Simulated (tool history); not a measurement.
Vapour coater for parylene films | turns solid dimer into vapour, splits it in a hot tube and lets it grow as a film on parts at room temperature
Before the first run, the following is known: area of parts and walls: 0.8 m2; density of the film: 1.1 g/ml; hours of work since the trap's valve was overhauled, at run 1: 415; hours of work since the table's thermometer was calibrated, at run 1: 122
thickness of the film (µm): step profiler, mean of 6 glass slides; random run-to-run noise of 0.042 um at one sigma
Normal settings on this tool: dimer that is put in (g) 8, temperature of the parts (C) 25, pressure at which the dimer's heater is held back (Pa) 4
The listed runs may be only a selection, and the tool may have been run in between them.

| run | day | dimer that is put in (g) | temperature of the parts (C) | pressure at which the dimer's heater is held back (Pa) | hours of work since the trap's valve was overhauled | hours of work since the table's thermometer was calibrated | thickness of the film (µm) |
|---|---|---|---|---|---|---|---|
| 1 | 0 | 8 | 25 | 4 | 415 | 122 | 4.15 |
| 2 | 0.808 | 8 | 25 | 4 | 431 | 138 | 4.02 |
| 3 | 1.396 | 8 | 25 | 4 | 443 | 150 | 4.05 |
| 4 | 1.767 | 8 | 25 | 4 | 450 | 157 | 4.01 |
| 5 | 2.154 | 8 | 25 | 4 | 458 | 165 | 4.05 |
| 6 | 2.579 | 5 | 25 | 4 | 466 | 173 | 2.5 |
| 7 | 3.229 | 5 | 25 | 4 | 479 | 186 | 2.5 |
| 8 | 3.667 | 8 | 25 | 4 | 487 | 194 | 3.95 |
| 9 | 4.212 | 3 | 32 | 9.78 | 498 | 205 | 1.14 |
| 10 | 5.017 | 3 | 32 | 9.78 | 514 | 221 | 1.16 |
| 11 | 5.688 | 4 | 21 | 2.12 | 527 | 234 | 2.27 |
| 12 | 6.167 | 5 | 36 | 4 | 537 | 244 | 1.82 |
| 13 | 6.767 | 7 | 22 | 9.39 | 548 | 256 | 3.52 |
| 14 | 7.154 | 8 | 25 | 6.52 | 556 | 263 | 3.79 |
|  | 7.612 | trap's valve overhauled |
| 15 | 8.088 | 3 | 36 | 4.6 | 9 | 278 | 1.28 |

Branching from run 15: 5 alternative next runs. What would each branch give?
| A | 8.888 | 8 | 36 | 5 | 25 | 294 | ? |
| B | 8.888 | 7 | 17 | 7.97 | 25 | 294 | ? |
| C | 8.888 | 12 | 21 | 4.6 | 25 | 294 | ? |
| D | 8.888 | 8 | 21 | 4 | 25 | 294 | ? |
| E | 8.888 | 8 | 29 | 4 | 25 | 294 | ? |

| run | thickness of the film (µm) |
|---|---|
| A | 3.32 |
| B | 4.78 |
| C | 7.56 |
| D | 5.04 |
| E | 4.03 |
With no hidden state in the tool, these same runs would have given:
| run | thickness of the film (µm) |
|---|---|
| A | 3.38 |
| B | 4.86 |
| C | 7.69 |
| D | 5.13 |
| E | 4.09 |
